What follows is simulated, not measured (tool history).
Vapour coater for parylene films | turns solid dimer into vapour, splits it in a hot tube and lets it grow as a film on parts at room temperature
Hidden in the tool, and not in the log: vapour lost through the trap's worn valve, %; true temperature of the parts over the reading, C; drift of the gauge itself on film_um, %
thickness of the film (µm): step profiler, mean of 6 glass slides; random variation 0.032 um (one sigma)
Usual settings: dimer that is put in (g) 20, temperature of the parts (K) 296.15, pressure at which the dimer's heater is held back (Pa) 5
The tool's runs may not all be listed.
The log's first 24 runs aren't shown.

run    hour  dimer that is put in (g)  temperature of the parts (K)  pressure at which the dimer's heater is held back (Pa)  hours of work since the trap's valve was overhauled  hours of work since the table's thermometer was calibrated  thickness of the film (µm)
 25   608.3                        20                        306.15                                                    4.04                                                  109                                                         502                        2.13
 26   638.9                         9                        296.15                                                    4.52                                                  130                                                         523                        1.42
 27   674.4                        20                        296.15                                                    3.31                                                  153                                                         546                        3.47
 28   708.9                        34                        296.15                                                       5                                                  177                                                         570                        5.36
 29   740.8                        34                        296.15                                                       5                                                  198                                                         591                        5.35
 30   775.2                         9                        294.15                                                    2.01                                                  221                                                         614                        1.99
 31   804.1                        20                        296.15                                                    3.41                                                  240                                                         633                        3.54
 32   827.6                        14                        292.15                                                    9.99                                                  256                                                         649                        2.26
 33   853.9                        15                        289.15                                                    3.33                                                  274                                                         667                        3.61
 34   882.4                        15                        306.15                                                    3.33                                                  293                                                         686                        1.58
 35   897.1                        28                        289.15                                                    11.3                                                  303                                                         696                        5.04
 36   923.6                        20                        294.15                                                       5                                                  320                                                         713                        3.47
 37   950.9                        20                        294.15                                                   11.56                                                  339                                                         732                        2.87
 38   976.3                        14                        293.15                                                    6.66                                                  356                                                         749                        2.33
 39     993                        11                        302.15                                                       9                                                  367                                                         760                        1.12
 40  1008.5                        11                        302.15                                                       9                                                  377                                                         770                        1.19
 41  1031.8                        12                        291.15                                                    8.06                                                  393                                                         786                        2.18
 42    1057                        12                        291.15                                                    8.06                                                  410                                                         803                        2.13
 43  1080.2                        12                        296.15                                                    8.99                                                  425                                                         818                        1.65
 44  1101.6                        12                        296.15                                                    8.99                                                  440                                                         833                        1.57
 45  1136.4                        19                        304.15                                                    8.64                                                  463                                                         856                        1.86
 46  1156.3                        13                        290.15                                                       5                                                  476                                                         869                         2.7

Forecast each of these 5 alternatives for the next run:
     1183.3  -- trap's valve overhauled
  A  1192.6                        13                        290.15                                                    5.48                                                    6                                                         891                           ?
     1183.3  -- trap's valve overhauled
  B  1192.6                        31                        304.15                                                    3.54                                                    6                                                         891                           ?
     1183.3  -- trap's valve overhauled
  C  1192.6                        14                        290.15                                                       5                                                    6                                                         891                           ?
     1183.3  -- trap's valve overhauled
  D  1192.6                        19                        294.15                                                   10.32                                                    6                                                         891                           ?
     1183.3  -- trap's valve overhauled
  E  1192.6                        20                        288.15                                                    5.17                                                    6                                                         891                           ?

run  thickness of the film (µm)
  A                        2.65
  B                        3.64
  C                        2.91
  D                        2.81
  E                        4.55
Without the tool's hidden state the same runs would have given:
run  thickness of the film (µm)
  A                        2.66
  B                        3.64
  C                        2.91
  D                        2.81
  E                        4.56

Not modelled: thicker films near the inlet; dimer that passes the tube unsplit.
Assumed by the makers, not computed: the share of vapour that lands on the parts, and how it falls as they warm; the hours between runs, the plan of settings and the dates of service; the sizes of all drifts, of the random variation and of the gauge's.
